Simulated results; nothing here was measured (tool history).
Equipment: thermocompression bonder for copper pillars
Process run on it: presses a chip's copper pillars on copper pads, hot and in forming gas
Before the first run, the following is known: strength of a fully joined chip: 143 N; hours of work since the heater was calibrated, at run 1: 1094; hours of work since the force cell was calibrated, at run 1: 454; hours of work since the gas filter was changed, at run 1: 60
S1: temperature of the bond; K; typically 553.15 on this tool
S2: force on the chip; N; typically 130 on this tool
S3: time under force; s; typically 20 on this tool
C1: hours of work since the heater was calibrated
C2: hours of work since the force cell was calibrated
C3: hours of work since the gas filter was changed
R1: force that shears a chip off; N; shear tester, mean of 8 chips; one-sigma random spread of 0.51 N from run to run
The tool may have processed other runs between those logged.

run 1 hour=0 | S1=553.15 S2=130 S3=20 | C1=1094 C2=454 C3=60 | R1=93.1
run 2 hour=87.3 | S1=553.15 S2=130 S3=20 | C1=1130 C2=490 C3=96 | R1=93.8
run 3 hour=161 | S1=538.15 S2=130 S3=20 | C1=1160 C2=520 C3=126 | R1=82
run 4 hour=242.6 | S1=553.15 S2=130 S3=41 | C1=1194 C2=553 C3=159 | R1=111.6
run 5 hour=279.5 | S1=553.15 S2=130 S3=41 | C1=1209 C2=569 C3=174 | R1=110.5
run 6 hour=368.5 | S1=553.15 S2=130 S3=41 | C1=1245 C2=605 C3=211 | R1=111.1
run 7 hour=406.2 | S1=553.15 S2=130 S3=41 | C1=1261 C2=621 C3=226 | R1=109.4
run 8 hour=470.3 | S1=553.15 S2=130 S3=20 | C1=1287 C2=647 C3=253 | R1=92.5
run 9 hour=549.3 | S1=553.15 S2=130 S3=20 | C1=1320 C2=679 C3=285 | R1=92.6
-- hour=619.8 forming gas filter changed
run 10 hour=619.8 | S1=553.15 S2=130 S3=20 | C1=1348 C2=708 C3=0 | R1=94.7
-- hour=631.1 heater calibrated with a thermocouple chip
run 11 hour=687.9 | S1=564.15 S2=130 S3=20 | C1=23 C2=735 C3=27 | R1=98.7
run 12 hour=745 | S1=564.15 S2=130 S3=20 | C1=47 C2=758 C3=51 | R1=98.9
-- hour=753.8 force cell calibrated
run 13 hour=836.1 | S1=557.15 S2=150 S3=11 | C1=83 C2=34 C3=87 | R1=87.2
run 14 hour=921.7 | S1=553.15 S2=121 S3=20 | C1=119 C2=69 C3=122 | R1=85.4
run 15 hour=991.2 | S1=553.15 S2=138 S3=57 | C1=147 C2=97 C3=151 | R1=119.4
run 16 hour=1080.4 | S1=553.15 S2=188 S3=13 | C1=184 C2=134 C3=187 | R1=104
run 17 hour=1124.9 | S1=553.15 S2=188 S3=13 | C1=202 C2=152 C3=206 | R1=104.6
-- hour=1178.2 force cell calibrated, once more
run 18 hour=1207 | S1=529.15 S2=130 S3=11 | C1=235 C2=12 C3=239 | R1=56.5
run 19 hour=1266.6 | S1=553.15 S2=130 S3=59 | C1=259 C2=36 C3=263 | R1=113.9
run 20 hour=1320.7 | S1=553.15 S2=130 S3=59 | C1=281 C2=58 C3=285 | R1=113.7
run 21 hour=1388.2 | S1=553.15 S2=130 S3=46 | C1=309 C2=86 C3=313 | R1=107.9
-- hour=1397 forming gas filter changed
run 22 hour=1455.1 | S1=541.15 S2=80 S3=59 | C1=336 C2=113 C3=24 | R1=78.4
run 23 hour=1540.8 | S1=541.15 S2=80 S3=59 | C1=371 C2=148 C3=59 | R1=78.6
run 24 hour=1581.6 | S1=541.15 S2=80 S3=59 | C1=388 C2=165 C3=76 | R1=78.3

Hidden state or all else? Some run-to-run changes of R1, split into what the settings, what came in and random variation would give without the hidden state, and what is left for the hidden state (with any gauge scatter that isn't in both results):
Unlogged tool condition in this case: true temperature of the bond over the reading, C; force that reaches the chip, % of what is set; oxide that the forming gas leaves, % of the face; drift of the gauge itself on shear_n, %.
Run 10 -> 11: S1 553.15 -> 564.15, heater calibrated with a thermocouple chip. R1 +4 N: hidden state -4.2, all else +8.2.
Run 17 -> 18: S1 553.15 -> 529.15, S2 188 -> 130, S3 13 -> 11, force cell calibrated, once more. R1 -48.1 N: hidden state -1.9, all else -46.2.
Run 18 -> 19: S1 529.15 -> 553.15, S3 11 -> 59. R1 +57.4 N: hidden state -1.4, all else +58.8.
Run 21 -> 22: S1 553.15 -> 541.15, S2 130 -> 80, S3 46 -> 59, forming gas filter changed. R1 -29.5 N: hidden state +3.2, all else -32.7.

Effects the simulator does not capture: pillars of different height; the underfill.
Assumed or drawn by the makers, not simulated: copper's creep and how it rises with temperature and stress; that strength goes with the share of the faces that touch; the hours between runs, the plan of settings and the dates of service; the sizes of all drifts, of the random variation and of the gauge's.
